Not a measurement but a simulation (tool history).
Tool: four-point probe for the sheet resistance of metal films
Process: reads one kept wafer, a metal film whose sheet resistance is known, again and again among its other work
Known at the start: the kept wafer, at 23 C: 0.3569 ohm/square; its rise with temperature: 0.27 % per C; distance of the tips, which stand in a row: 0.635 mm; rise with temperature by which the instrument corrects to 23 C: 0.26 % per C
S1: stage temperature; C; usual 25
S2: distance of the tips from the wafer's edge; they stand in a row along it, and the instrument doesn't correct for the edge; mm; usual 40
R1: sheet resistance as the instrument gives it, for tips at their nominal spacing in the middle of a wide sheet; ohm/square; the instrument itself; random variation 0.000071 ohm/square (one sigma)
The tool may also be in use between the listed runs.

run 1 day=0.000 | S1=25 S2=40 | R1=0.352884
run 2 day=1.938 | S1=19 S2=40 | R1=0.352562
run 3 day=3.342 | S1=19 S2=40 | R1=0.352399
run 4 day=4.488 | S1=19 S2=40 | R1=0.352395
run 5 day=5.446 | S1=19 S2=40 | R1=0.352381
run 6 day=6.712 | S1=27 S2=40 | R1=0.352599
-- day=7.696 new probe head fitted
run 7 day=8.696 | S1=27 S2=40 | R1=0.356736
run 8 day=10.050 | S1=25 S2=18 | R1=0.356858
run 9 day=11.983 | S1=26 S2=11 | R1=0.357257
run 10 day=13.454 | S1=26 S2=48 | R1=0.356657
run 11 day=15.162 | S1=31 S2=13 | R1=0.357194
run 12 day=16.992 | S1=19 S2=11 | R1=0.356726
run 13 day=18.488 | S1=19 S2=11 | R1=0.356563
run 14 day=19.846 | S1=19 S2=11 | R1=0.356555
run 15 day=21.029 | S1=31 S2=14 | R1=0.356856
run 16 day=22.125 | S1=29 S2=9 | R1=0.357198

Forecast each of these 5 alternatives for the next run:
run A day=23.067 | S1=25 S2=54 | R1=?
run B day=23.067 | S1=25 S2=5 | R1=?
run C day=23.067 | S1=32 S2=39 | R1=?
run D day=23.067 | S1=20 S2=9 | R1=?
run E day=23.067 | S1=20 S2=9 | R1=?

run=A R1=0.356116
run=B R1=0.359127
run=C R1=0.356445
run=D R1=0.356639
run=E R1=0.356771
Without the tool's hidden state the same runs would have given:
run=A R1=0.357104
run=B R1=0.360123
run=C R1=0.357438
run=D R1=0.357625
run=E R1=0.357758

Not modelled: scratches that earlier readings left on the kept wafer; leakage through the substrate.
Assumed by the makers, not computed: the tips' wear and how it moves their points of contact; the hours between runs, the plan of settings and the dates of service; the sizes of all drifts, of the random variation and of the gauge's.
